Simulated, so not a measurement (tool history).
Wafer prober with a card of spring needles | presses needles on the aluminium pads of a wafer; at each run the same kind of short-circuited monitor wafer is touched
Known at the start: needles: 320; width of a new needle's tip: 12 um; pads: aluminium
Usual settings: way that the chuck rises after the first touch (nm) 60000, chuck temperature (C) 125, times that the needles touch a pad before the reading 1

run	hour	way that the chuck rises after the first touch (nm)	chuck temperature (C)	times that the needles touch a pad before the reading	resistance of one needle with its contact and lead (mohm)	way that a needle slides on the pad (nm)
1	0	60000	125	1	219	16320
2	4.3	60000	125	1	215	16300
3	9.4	60000	82	1	219	16310
# hour 12.5: tips cleaned on abrasive film
4	18.4	60000	82	1	193	16310
5	25.9	60000	82	1	209	16310
6	32.3	60000	82	1	213	16280
# hour 36.9: tips cleaned on abrasive film
7	41.4	60000	82	1	190	16290
8	47.4	60000	82	1	205	16270
9	54.9	52000	125	1	232	14130
# hour 61.5: tips cleaned on abrasive film
10	63.8	52000	125	1	197	14090
11	69.1	41000	35	1	236	11070
12	79.1	53000	125	1	234	14390
13	84.3	53000	125	1	229	14340
# hour 85.8: tips cleaned on abrasive film
14	89.7	53000	125	1	209	14330
15	97.8	53000	125	1	223	14360
16	102.4	60000	32	3	173	16240
17	107.3	60000	32	3	176	16220
# hour 110.2: tips cleaned on abrasive film
18	112.1	70000	50	1	168	18930
19	121	78000	29	2	167	21150
20	129.6	78000	29	2	170	21150

Each row is a separate what-if for the run after 20, all from the same tool condition, not one after another. Results?
# hour 135: tips cleaned on abrasive film
A	137.3	78000	114	3	?	?
# hour 135: tips cleaned on abrasive film
B	137.3	53000	48	2	?	?
# hour 135: tips cleaned on abrasive film
C	137.3	56000	122	1	?	?

run	resistance of one needle with its contact and lead (mohm)	way that a needle slides on the pad (nm)
A	171	21120
B	176	14300
C	188	15100
Take away the tool's hidden state, keep each run's random variation, and the runs would have read:
run	resistance of one needle with its contact and lead (mohm)	way that a needle slides on the pad (nm)
A	167	21260
B	163	14440
C	171	15250
